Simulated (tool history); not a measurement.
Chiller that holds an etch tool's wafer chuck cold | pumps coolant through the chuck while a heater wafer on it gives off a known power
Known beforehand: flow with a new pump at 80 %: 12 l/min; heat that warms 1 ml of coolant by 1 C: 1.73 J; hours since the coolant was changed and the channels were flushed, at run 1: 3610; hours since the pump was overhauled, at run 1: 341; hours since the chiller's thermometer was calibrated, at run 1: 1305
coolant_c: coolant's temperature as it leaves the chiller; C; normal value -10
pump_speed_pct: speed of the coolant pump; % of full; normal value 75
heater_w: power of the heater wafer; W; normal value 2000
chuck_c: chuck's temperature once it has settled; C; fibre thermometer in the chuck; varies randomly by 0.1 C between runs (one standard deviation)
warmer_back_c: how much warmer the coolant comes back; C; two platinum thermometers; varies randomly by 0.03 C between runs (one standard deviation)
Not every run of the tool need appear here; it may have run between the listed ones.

run,hour,coolant_c,pump_speed_pct,heater_w,hours since the coolant was changed and the channels were flushed,hours since the pump was overhauled,hours since the chiller's thermometer was calibrated,chuck_c,warmer_back_c
1,0,-10,75,2000,3610,341,1305,11.4,6.1
2,99.1,-10,75,2000,3709,440,1404,11.3,6.18
3,211.8,-2,75,2000,3822,553,1517,19.2,6.11
4,345.3,-2,75,2000,3956,687,1651,19.2,6.11
5,436.8,-10,75,1425,4047,778,1742,5.1,4.35
6,500.5,-10,75,2000,4111,842,1806,11.4,6.12
7,581.4,-10,75,2000,4192,923,1887,11.3,6.16
8,706.2,-10,75,2000,4316,1048,2012,11.2,6.16
9,788.7,-10,75,2000,4399,1130,2094,11.3,6.17
10,856.8,-5,75,2000,4467,1198,2162,16.3,6.15
11,957.9,-5,75,2000,4568,1299,2263,16.4,6.12
12,1065.5,-6,75,2000,4676,1407,2371,15.3,6.11
13,1144.2,-6,75,2000,4755,1486,2450,15.3,6.17
14,1224.4,-6,75,2000,4835,1566,2530,15.3,6.12
15,1288.7,-10,75,1710,4899,1630,2594,8.3,5.31
16,1404.7,-6,75,2000,5015,1746,2710,15.3,6.15
17,1506,-6,75,2000,5116,1847,2811,15.3,6.14
18,1592.2,-8,78,2432,5203,1934,2898,17,7.21
19,1689.6,-8,78,2432,5300,2031,2995,16.9,7.21
20,1770.2,-10,74,1102,5381,2112,3076,1.8,3.43
21,1902.4,-10,96,2010,5513,2244,3208,7.2,4.84
22,2023.6,-8,96,1618,5634,2365,3329,5.9,3.94
23,2107.7,-10,83,2424,5718,2449,3413,13.5,6.71
24,2233.5,-4,96,1223,5844,2575,3539,6.3,2.89
25,2318.1,-4,80,1479,5928,2659,3623,10.9,4.23
26,2389.3,-15,75,2000,6000,2731,3695,6.3,6.16
27,2474.3,-16,77,2087,6085,2816,3780,5.9,6.26
28,2603.4,-14,80,2087,6214,2945,3909,6.8,5.98
29,2679.5,-10,80,1228,6290,3021,3985,2.4,3.54
30,2774,-9,79,1010,6384,3115,4079,1.3,2.95
31,2900.9,-17,99,1555,6511,3242,4206,-4.1,3.62

What if the next run were any one of these 5? Each begins from the tool's condition after run 31:
A,2974.1,-5,66,2237,6584,3315,4280,?,?
B,2974.1,-10,75,2731,6584,3315,4280,?,?
C,2974.1,-19,100,1647,6584,3315,4280,?,?
D,2974.1,-15,63,1555,6584,3315,4280,?,?
E,2974.1,-9,71,1555,6584,3315,4280,?,?

run,chuck_c,warmer_back_c
A,21.9,7.81
B,19.1,8.46
C,-5.5,3.8
D,4.5,5.69
E,8.6,5.07
The same runs, with their run-to-run variation unchanged, on a tool lacking any hidden condition would have given:
run,chuck_c,warmer_back_c
A,21.8,7.8
B,19.1,8.46
C,-5.5,3.8
D,4.5,5.69
E,8.5,5.06

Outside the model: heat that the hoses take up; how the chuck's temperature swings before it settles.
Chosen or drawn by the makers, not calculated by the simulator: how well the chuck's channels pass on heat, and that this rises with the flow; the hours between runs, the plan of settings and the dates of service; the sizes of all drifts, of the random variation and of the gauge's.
